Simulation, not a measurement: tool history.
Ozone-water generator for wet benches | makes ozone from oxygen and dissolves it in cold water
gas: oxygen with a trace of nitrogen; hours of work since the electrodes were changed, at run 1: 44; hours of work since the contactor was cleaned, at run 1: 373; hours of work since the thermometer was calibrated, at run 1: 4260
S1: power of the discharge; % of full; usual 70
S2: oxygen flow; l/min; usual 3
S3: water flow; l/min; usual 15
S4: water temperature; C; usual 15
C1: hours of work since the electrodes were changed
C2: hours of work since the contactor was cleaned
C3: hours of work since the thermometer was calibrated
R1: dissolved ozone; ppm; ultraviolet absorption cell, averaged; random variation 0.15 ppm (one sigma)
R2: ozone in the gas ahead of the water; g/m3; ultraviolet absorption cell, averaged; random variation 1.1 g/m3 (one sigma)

run    hour  S1    S2  S3  S4    C1    C2    C3    R1     R2
  1       0  70     3  15  15    44   373  4260  18.1  192.2
  2    41.6  70  4.63  15  15    77   406  4293  20.2  167.9
  3   100.3  70  4.63  15  15   123   452  4339  20.1    166
  4     181  70  4.63  15  15   186   515  4402  20.2  167.9
  5   239.2  70  3.85  15  15   231   560  4447  18.8  177.7
  6   279.3  70  3.85  15  15   263   592  4479  19.2  177.3
  7   359.8  81     3  15  15   326   655  4542  19.2  205.1
  8   445.2  70     3  15  11   392   721  4608  18.3  191.6
  9   525.4  70     3  15  14   455   784  4671  17.9    192
 10   592.6  70     3  17  15   508   837  4724  15.8  189.8
 11   640.2  70  1.68  15  15   545   874  4761  13.9  230.6
 12   710.4  70     3  15  15   600   929  4816  17.7  189.8
 13   783.1  70     3  15  15   657   986  4873  17.5  190.2
 14   868.8  70     3  15  15   724  1053  4940  17.6  191.2
 15   965.3  70     3  15  15   799  1128  5015  17.5  189.8
      989.8  -- water thermometer calibrated
 16  1017.4  70     3  15  15   839  1168    22  17.9  190.6
 17  1093.4  70     3  15  15   899  1228    81  17.7  192.2
 18  1145.2  70  1.76  12  15   939  1268   121  17.9  224.3
 19  1240.3  92     3  15  15  1014  1343   196  20.1  217.2
 20  1284.7  93  2.59  19  18  1048  1377   231  14.8  228.9
 21  1349.5  93  2.59  19   9  1099  1428   281  15.7  228.8
 22  1437.3  68     3  15   8  1168  1497   350  18.5  186.2
 23  1506.9  88  2.54  10  10  1222  1551   404  28.4  222.8
 24  1559.1  88  2.54  10  10  1263  1592   445  28.6  221.3
 25  1635.1  47  3.79  10  10  1322  1651   505  23.1  145.6
 26  1684.4  47  3.79  10  10  1361  1690   543  23.4  142.4
 27  1777.7  47  3.79  10  10  1434  1763   616  23.4  144.3
 28    1842  67  1.52  23  11  1484  1813   666     8  228.1
 29  1890.4  67  1.52  23  13  1522  1851   704   7.8  229.5
 30  1976.6  67  1.52  23  13  1589  1918   772   7.9  229.2
 31  2031.3  70   4.3  15  15  1632  1961   814  19.2  168.6
 32  2094.4  45   4.3  15  15  1682  2011   864  15.5  135.4

3 ways to go on from here, each from the tool as it stands after run 32. What would each give?
  A  2137.9  75     3  13  15  1716  2045  898   ?   ?
  B  2137.9  70     3  13  15  1716  2045  898   ?   ?
  C  2137.9  41  3.05  10  15  1716  2045  898   ?   ?

run    R1     R2
  A  20.8  194.5
  B  19.8  187.3
  C  18.9  143.3
Without the tool's hidden state the same runs would have given:
run    R1     R2
  A  21.5  198.5
  B  20.5    191
  C  19.4  145.4
